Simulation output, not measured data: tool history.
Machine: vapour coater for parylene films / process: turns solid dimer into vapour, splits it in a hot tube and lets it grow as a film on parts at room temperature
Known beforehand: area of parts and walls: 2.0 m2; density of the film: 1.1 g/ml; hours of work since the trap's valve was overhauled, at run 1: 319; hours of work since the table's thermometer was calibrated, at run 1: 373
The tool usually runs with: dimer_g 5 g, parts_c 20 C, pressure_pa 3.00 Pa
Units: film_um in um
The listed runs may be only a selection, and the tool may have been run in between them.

run   hour  dimer_g  parts_c  pressure_pa  hours of work since the trap's valve was overhauled  hours of work since the table's thermometer was calibrated  film_um
  1    0.0        5       20         3.00                                                  319                                                         373     1.76
  2   10.3        5       20         3.00                                                  326                                                         380     1.79
  3   30.5        5       20         3.00                                                  340                                                         394     1.77
  4   46.8        5       20         3.00                                                  351                                                         406     1.77
  5   64.2        5       20         3.00                                                  363                                                         418     1.76
  6   76.4        5       17         3.00                                                  371                                                         426     1.85
  7   87.9        5       17         3.00                                                  379                                                         434     1.87
  8  108.0        5       20         3.00                                                  393                                                         448     1.79
  9  125.5        5       20         3.49                                                  405                                                         460     1.74
 10  137.4        3       20         3.00                                                  413                                                         468     1.07
 11  156.3        5       26         3.00                                                  426                                                         481     1.60
 12  166.0        5       26         3.00                                                  433                                                         488     1.62
 13  175.9        5       31         6.82                                                  440                                                         495     1.33
 14  188.7        5       31         6.82                                                  449                                                         504     1.33
 15  201.1        5       31         6.82                                                  457                                                         512     1.32
 16  213.6        5       12         7.15                                                  466                                                         521     1.79
 17  230.2        5       12         7.15                                                  477                                                         532     1.80
 18  246.6        3       12         2.86                                                  489                                                         544     1.22
 19  267.4        6       20         3.00                                                  503                                                         558     2.12
 20  276.7        6       17         3.00                                                  509                                                         564     2.22
 21  288.0        3       17         7.61                                                  517                                                         572     0.97
 22  310.1        3       17         7.61                                                  533                                                         587     0.99
 23  330.0        7       19         4.85                                                  546                                                         601     2.35

Forecast each of these 3 alternatives for the next run:
  A  348.0        3       20         4.85                                                  559                                                         613        ?
  B  348.0        2       27         6.03                                                  559                                                         613        ?
  C  348.0        4       20         2.57                                                  559                                                         613        ?

run  film_um
  A     0.98
  B     0.56
  C     1.43
The same runs, with their run-to-run variation unchanged, on a tool lacking any hidden condition would have given:
run  film_um
  A     0.98
  B     0.56
  C     1.44
